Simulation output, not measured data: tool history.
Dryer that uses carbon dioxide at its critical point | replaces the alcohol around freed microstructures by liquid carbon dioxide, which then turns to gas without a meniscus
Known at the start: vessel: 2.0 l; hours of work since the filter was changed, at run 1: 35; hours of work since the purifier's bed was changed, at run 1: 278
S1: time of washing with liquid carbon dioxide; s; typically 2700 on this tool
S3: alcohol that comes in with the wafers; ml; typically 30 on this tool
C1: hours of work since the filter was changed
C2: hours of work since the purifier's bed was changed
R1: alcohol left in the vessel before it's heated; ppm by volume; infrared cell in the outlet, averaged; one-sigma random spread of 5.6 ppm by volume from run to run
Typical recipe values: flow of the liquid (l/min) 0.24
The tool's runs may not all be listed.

{"run": 1, "hour": 0.0, "S1": 2700, "flow of the liquid (l/min)": 0.24, "S3": 30, "C1": 35, "C2": 278, "R1": 196}
{"run": 2, "hour": 13.3, "S1": 2700, "flow of the liquid (l/min)": 0.24, "S3": 30, "C1": 42, "C2": 286, "R1": 207}
{"run": 3, "hour": 28.1, "S1": 2700, "flow of the liquid (l/min)": 0.24, "S3": 30, "C1": 50, "C2": 294, "R1": 204}
{"run": 4, "hour": 43.2, "S1": 2700, "flow of the liquid (l/min)": 0.24, "S3": 30, "C1": 59, "C2": 302, "R1": 193}
{"run": 5, "hour": 54.3, "S1": 2700, "flow of the liquid (l/min)": 0.24, "S3": 30, "C1": 65, "C2": 308, "R1": 211}
{"run": 6, "hour": 68.4, "S1": 2700, "flow of the liquid (l/min)": 0.24, "S3": 30, "C1": 72, "C2": 316, "R1": 209}
{"run": 7, "hour": 82.8, "S1": 2700, "flow of the liquid (l/min)": 0.151, "S3": 30, "C1": 80, "C2": 324, "R1": 994}
{"run": 8, "hour": 98.9, "S1": 2700, "flow of the liquid (l/min)": 0.151, "S3": 30, "C1": 89, "C2": 332, "R1": 1013}
{"run": 9, "hour": 114.8, "S1": 2700, "flow of the liquid (l/min)": 0.151, "S3": 30, "C1": 98, "C2": 341, "R1": 1016}
{"run": 10, "hour": 123.5, "S1": 2700, "flow of the liquid (l/min)": 0.151, "S3": 30, "C1": 102, "C2": 346, "R1": 1026}
{"run": 11, "hour": 138.4, "S1": 2700, "flow of the liquid (l/min)": 0.151, "S3": 30, "C1": 111, "C2": 354, "R1": 1022}
{"run": 12, "hour": 155.0, "S1": 2700, "flow of the liquid (l/min)": 0.151, "S3": 30, "C1": 120, "C2": 363, "R1": 1029}
{"run": 13, "hour": 164.9, "S1": 2700, "flow of the liquid (l/min)": 0.151, "S3": 30, "C1": 125, "C2": 368, "R1": 1018}
{"run": 14, "hour": 178.4, "S1": 2700, "flow of the liquid (l/min)": 0.151, "S3": 30, "C1": 132, "C2": 376, "R1": 1031}
{"run": 15, "hour": 191.5, "S1": 2700, "flow of the liquid (l/min)": 0.151, "S3": 30, "C1": 140, "C2": 383, "R1": 1002}
{"run": 16, "hour": 208.4, "S1": 2700, "flow of the liquid (l/min)": 0.151, "S3": 31, "C1": 149, "C2": 392, "R1": 1089}
{"run": 17, "hour": 226.3, "S1": 2700, "flow of the liquid (l/min)": 0.151, "S3": 31, "C1": 159, "C2": 402, "R1": 1090}
{"run": 18, "hour": 239.9, "S1": 1680, "flow of the liquid (l/min)": 0.255, "S3": 23, "C1": 166, "C2": 409, "R1": 666}
{"run": 19, "hour": 247.9, "S1": 2700, "flow of the liquid (l/min)": 0.24, "S3": 91, "C1": 171, "C2": 414, "R1": 606}
{"run": 20, "hour": 256.4, "S1": 1980, "flow of the liquid (l/min)": 0.212, "S3": 91, "C1": 175, "C2": 418, "R1": 2743}
{"run": 21, "hour": 274.0, "S1": 4200, "flow of the liquid (l/min)": 0.212, "S3": 20, "C1": 185, "C2": 428, "R1": 71}
{"run": 22, "hour": 284.2, "S1": 1680, "flow of the liquid (l/min)": 0.283, "S3": 43, "C1": 190, "C2": 434, "R1": 893}
{"run": 23, "hour": 292.1, "S1": 2700, "flow of the liquid (l/min)": 0.182, "S3": 118, "C1": 195, "C2": 438, "R1": 2222}
{"run": 24, "hour": 305.7, "S1": 2700, "flow of the liquid (l/min)": 0.182, "S3": 118, "C1": 202, "C2": 445, "R1": 2368}
{"run": 25, "hour": 318.9, "S1": 2700, "flow of the liquid (l/min)": 0.182, "S3": 118, "C1": 209, "C2": 453, "R1": 2342}
{"run": 26, "hour": 326.9, "S1": 2700, "flow of the liquid (l/min)": 0.182, "S3": 118, "C1": 214, "C2": 457, "R1": 2386}
{"run": 27, "hour": 338.9, "S1": 1800, "flow of the liquid (l/min)": 0.147, "S3": 63, "C1": 220, "C2": 463, "R1": 5641}

4 ways to go on from here, each from the tool as it stands after run 27. What would each give?
{"run": "A", "hour": 352.7, "S1": 3900, "flow of the liquid (l/min)": 0.349, "S3": 108, "C1": 228, "C2": 471, "R1": "?"}
{"run": "B", "hour": 352.7, "S1": 2700, "flow of the liquid (l/min)": 0.24, "S3": 56, "C1": 228, "C2": 471, "R1": "?"}
{"run": "C", "hour": 352.7, "S1": 1800, "flow of the liquid (l/min)": 0.367, "S3": 63, "C1": 228, "C2": 471, "R1": "?"}
{"run": "D", "hour": 352.7, "S1": 1800, "flow of the liquid (l/min)": 0.305, "S3": 117, "C1": 228, "C2": 471, "R1": "?"}

run=A R1=78
run=B R1=423
run=C R1=410
run=D R1=1528
Without the tool's hidden state the same runs would have given:
run=A R1=20
run=B R1=290
run=C R1=273
run=D R1=1192

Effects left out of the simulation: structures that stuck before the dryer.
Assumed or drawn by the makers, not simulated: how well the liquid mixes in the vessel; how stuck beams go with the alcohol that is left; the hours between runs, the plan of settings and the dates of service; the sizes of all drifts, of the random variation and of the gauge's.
